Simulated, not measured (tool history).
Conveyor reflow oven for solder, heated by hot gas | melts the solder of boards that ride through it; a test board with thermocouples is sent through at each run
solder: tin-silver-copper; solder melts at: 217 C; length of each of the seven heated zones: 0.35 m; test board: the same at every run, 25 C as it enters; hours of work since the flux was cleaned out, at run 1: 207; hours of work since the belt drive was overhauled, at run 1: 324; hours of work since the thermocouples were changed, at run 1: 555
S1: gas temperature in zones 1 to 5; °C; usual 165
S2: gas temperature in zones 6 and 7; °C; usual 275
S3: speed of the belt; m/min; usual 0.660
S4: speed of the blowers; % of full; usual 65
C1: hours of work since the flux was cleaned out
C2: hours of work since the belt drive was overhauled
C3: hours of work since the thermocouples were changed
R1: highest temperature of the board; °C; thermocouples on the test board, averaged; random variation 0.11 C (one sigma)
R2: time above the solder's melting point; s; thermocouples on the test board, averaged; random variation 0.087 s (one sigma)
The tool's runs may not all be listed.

Run 1, hour 0.0: usual settings; C1 207; C2 324; C3 555. Result: R1 257.7 °C, R2 48.13 s.
Run 2, hour 60.2: usual settings; C1 231; C2 349; C3 579. Result: R1 257.7 °C, R2 47.91 s.
At hour 105.1: flux residue cleaned out of gas plates and filters.
At hour 122.2: thermocouples of zones 6 and 7 changed.
Run 3, hour 122.2: usual settings; C1 6; C2 371; C3 0. Result: R1 257.4 °C, R2 48.29 s.
Run 4, hour 174.7: usual settings; C1 28; C2 393; C3 21. Result: R1 257.3 °C, R2 48.30 s.
Run 5, hour 268.7: usual settings; C1 66; C2 431; C3 60. Result: R1 257.3 °C, R2 48.37 s.
Run 6, hour 367.5: usual settings; C1 106; C2 471; C3 100. Result: R1 257.1 °C, R2 48.17 s.
Run 7, hour 441.3: usual settings but S2 280 °C; C1 136; C2 501; C3 130. Result: R1 261.4 °C, R2 50.37 s.
Run 8, hour 540.1: usual settings but S1 167 °C, S2 280 °C; C1 176; C2 541; C3 170. Result: R1 261.8 °C, R2 50.92 s.
At hour 552.3: belt drive overhauled, speed set with a stopwatch.
Run 9, hour 597.6: usual settings but S1 167 °C, S2 280 °C; C1 198; C2 18; C3 192. Result: R1 261.7 °C, R2 51.05 s.
Run 10, hour 691.5: usual settings but S1 167 °C, S2 280 °C; C1 236; C2 57; C3 230. Result: R1 261.4 °C, R2 50.94 s.
At hour 719.7: flux residue cleaned out of gas plates and filters.
Run 11, hour 765.0: usual settings; C1 18; C2 85; C3 258. Result: R1 258.1 °C, R2 48.89 s.
Run 12, hour 817.7: usual settings; C1 40; C2 106; C3 280. Result: R1 258.1 °C, R2 48.90 s.
Run 13, hour 886.3: usual settings; C1 68; C2 134; C3 308. Result: R1 258.0 °C, R2 49.00 s.
Run 14, hour 950.3: usual settings; C1 94; C2 160; C3 334. Result: R1 258.2 °C, R2 48.83 s.
Run 15, hour 995.6: usual settings but S3 0.665 m/min; C1 112; C2 178; C3 352. Result: R1 257.7 °C, R2 48.16 s.
At hour 1095.6: belt drive overhauled, speed set with a stopwatch, once more.
Run 16, hour 1095.9: usual settings but S1 180 °C, S3 0.730 m/min, S4 51 % of full; C1 152; C2 0; C3 391. Result: R1 250.6 °C, R2 41.92 s.
Run 17, hour 1183.0: usual settings but S2 281 °C, S3 0.741 m/min; C1 187; C2 36; C3 427. Result: R1 257.6 °C, R2 41.95 s.
Run 18, hour 1278.1: usual settings but S2 281 °C, S3 0.741 m/min; C1 226; C2 74; C3 465. Result: R1 257.4 °C, R2 41.91 s.
At hour 1331.7: flux residue cleaned out of gas plates and filters.
Run 19, hour 1366.2: usual settings but S2 281 °C, S3 0.741 m/min; C1 14; C2 108; C3 499. Result: R1 259.7 °C, R2 43.28 s.
Run 20, hour 1464.2: usual settings but S2 281 °C, S3 0.741 m/min; C1 54; C2 148; C3 539. Result: R1 259.5 °C, R2 43.02 s.
Run 21, hour 1557.4: usual settings but S2 281 °C, S3 0.741 m/min; C1 92; C2 186; C3 577. Result: R1 259.4 °C, R2 42.97 s.
At hour 1625.2: thermocouples of zones 6 and 7 changed.
Run 22, hour 1633.0: usual settings but S2 277 °C, S3 0.629 m/min; C1 122; C2 216; C3 3. Result: R1 260.0 °C, R2 52.12 s.
Run 23, hour 1692.7: usual settings but S1 150 °C, S2 289 °C, S3 0.629 m/min; C1 146; C2 240; C3 27. Result: R1 268.4 °C, R2 52.37 s.
Run 24, hour 1741.7: usual settings but S1 177 °C, S2 287 °C, S3 0.558 m/min, S4 70 % of full; C1 166; C2 260; C3 47. Result: R1 275.6 °C, R2 70.25 s.
Run 25, hour 1788.3: usual settings but S1 177 °C, S2 287 °C, S3 0.558 m/min, S4 70 % of full; C1 185; C2 279; C3 66. Result: R1 275.8 °C, R2 70.18 s.
Run 26, hour 1867.4: usual settings but S1 166 °C; C1 217; C2 311; C3 99. Result: R1 256.3 °C, R2 47.62 s.
Run 27, hour 1929.2: usual settings but S3 0.576 m/min; C1 243; C2 337; C3 124. Result: R1 260.8 °C, R2 57.87 s.

Forecast each of these 5 alternatives for the next run:
At hour 1943.1: flux residue cleaned out of gas plates and filters.
Run A, hour 1980.2: usual settings but S2 271 °C; C1 15; C2 355; C3 143. Result: R1 ?, R2 ?.
At hour 1943.1: flux residue cleaned out of gas plates and filters.
Run B, hour 1980.2: usual settings but S1 180 °C, S2 274 °C, S3 0.576 m/min; C1 15; C2 355; C3 143. Result: R1 ?, R2 ?.
At hour 1943.1: flux residue cleaned out of gas plates and filters.
Run C, hour 1980.2: usual settings but S2 271 °C, S3 0.676 m/min; C1 15; C2 355; C3 143. Result: R1 ?, R2 ?.
At hour 1943.1: flux residue cleaned out of gas plates and filters.
Run D, hour 1980.2: usual settings but S2 265 °C, S3 0.760 m/min; C1 15; C2 355; C3 143. Result: R1 ?, R2 ?.
At hour 1943.1: flux residue cleaned out of gas plates and filters.
Run E, hour 1980.2: usual settings but S1 153 °C, S3 0.576 m/min; C1 15; C2 355; C3 143. Result: R1 ?, R2 ?.

run     R1     R2
  A  254.2  46.56
  B  263.2  64.01
  C  253.2  44.70
  D  243.7  33.37
  E  260.5  54.89
Without the tool's hidden state the same runs would have given:
run     R1     R2
  A  253.9  46.07
  B  262.8  63.45
  C  252.9  44.23
  D  243.3  32.94
  E  260.2  54.35
